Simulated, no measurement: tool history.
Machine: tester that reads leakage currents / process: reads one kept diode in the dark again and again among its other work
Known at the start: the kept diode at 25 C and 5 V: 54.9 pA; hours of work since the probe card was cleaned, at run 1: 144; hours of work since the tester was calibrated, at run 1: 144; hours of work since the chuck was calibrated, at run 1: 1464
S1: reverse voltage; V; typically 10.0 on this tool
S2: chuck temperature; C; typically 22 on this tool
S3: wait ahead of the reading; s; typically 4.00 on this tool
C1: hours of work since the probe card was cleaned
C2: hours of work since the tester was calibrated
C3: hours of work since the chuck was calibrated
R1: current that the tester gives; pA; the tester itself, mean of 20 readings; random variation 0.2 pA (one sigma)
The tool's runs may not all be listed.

run,hour,S1,S2,S3,C1,C2,C3,R1
1,0.0,10.0,22,4.00,144,144,1464,76.82
2,210.3,10.0,22,4.00,270,270,1590,78.94
3,311.7,10.0,22,4.00,331,331,1651,79.59
4,487.1,10.0,22,4.00,436,436,1757,80.96
# hour 564.7: chuck's temperature calibrated
5,593.6,10.0,22,4.00,499,499,17,66.23
6,766.9,10.0,22,4.00,603,603,121,67.93
7,960.5,10.0,22,4.00,719,719,237,69.75
8,1123.3,10.0,29,4.00,817,817,335,123.86
9,1359.3,10.0,22,4.00,958,958,477,72.94
10,1539.5,10.0,22,4.00,1066,1066,585,74.36
11,1748.6,10.0,22,4.00,1192,1192,710,76.34
12,1951.4,10.0,22,4.00,1313,1313,832,77.50
13,2113.1,10.0,22,4.00,1410,1410,929,78.99
14,2355.8,5.7,22,4.00,1556,1556,1075,56.81
15,2488.7,5.7,22,4.00,1636,1636,1154,57.40
16,2706.8,5.7,22,4.00,1767,1767,1285,59.05
17,2886.4,5.7,22,4.00,1874,1874,1393,59.70
18,3095.0,5.7,22,4.00,2000,2000,1518,61.31
19,3333.1,10.0,22,6.24,2143,2143,1661,89.42
20,3474.4,10.0,22,6.24,2227,2227,1746,91.30
# hour 3589.3: chuck's temperature calibrated
21,3669.2,10.0,22,6.24,2343,2343,48,78.22
22,3860.8,2.7,52,6.56,2458,2458,163,320.69
23,4018.9,8.7,39,6.56,2553,2553,258,256.59
# hour 4132.9: probe card cleaned and baked
24,4151.7,1.3,21,6.67,11,2631,336,18.36
25,4305.9,1.3,21,3.35,104,2723,428,18.68
26,4493.3,13.8,22,2.99,216,2836,541,84.73
27,4712.5,2.0,22,7.39,348,2967,672,27.42
28,4887.2,6.8,26,3.62,453,3072,777,80.43
29,5128.9,6.8,26,3.62,598,3217,922,82.60
30,5269.0,3.1,22,4.00,682,3301,1006,37.47
31,5500.1,5.5,22,4.00,820,3440,1145,54.43
32,5658.3,3.2,22,4.00,915,3535,1240,39.58
33,5777.1,10.0,23,5.43,987,3606,1311,86.99
34,5947.5,14.3,41,9.07,1089,3708,1413,438.89
35,6147.3,7.4,48,0.52,1209,3828,1533,500.68
36,6293.9,7.4,48,0.52,1297,3916,1621,506.16
37,6488.4,7.4,48,0.52,1413,4033,1738,512.36
# hour 6602.0: chuck's temperature calibrated
38,6602.0,7.4,48,0.52,1480,4100,0,439.25
39,6715.7,7.4,48,7.75,1549,4168,68,442.13
40,6900.1,7.4,48,7.75,1659,4279,179,447.26

Run by run, hidden condition taken away, random variation retained:
Unlogged tool condition in this case: stray current of the dirty probe card, pA a volt; current scale over the true one, %; true chuck temperature over the reading, C; drift of the gauge itself on leakage_pa, %.
run,R1
1,64.08
2,64.34
3,64.16
4,64.05
5,63.92
6,64.23
7,64.42
8,115.85
9,64.37
10,64.20
11,64.40
12,63.92
13,63.99
14,45.93
15,45.84
16,46.14
17,45.80
18,46.07
19,63.92
20,64.32
21,64.24
22,311.44
23,236.81
24,17.60
25,17.66
26,77.66
27,24.92
28,71.74
29,72.08
30,32.16
31,45.22
32,32.73
33,69.73
34,370.24
35,424.88
36,425.11
37,424.79
38,424.04
39,423.57
40,423.07

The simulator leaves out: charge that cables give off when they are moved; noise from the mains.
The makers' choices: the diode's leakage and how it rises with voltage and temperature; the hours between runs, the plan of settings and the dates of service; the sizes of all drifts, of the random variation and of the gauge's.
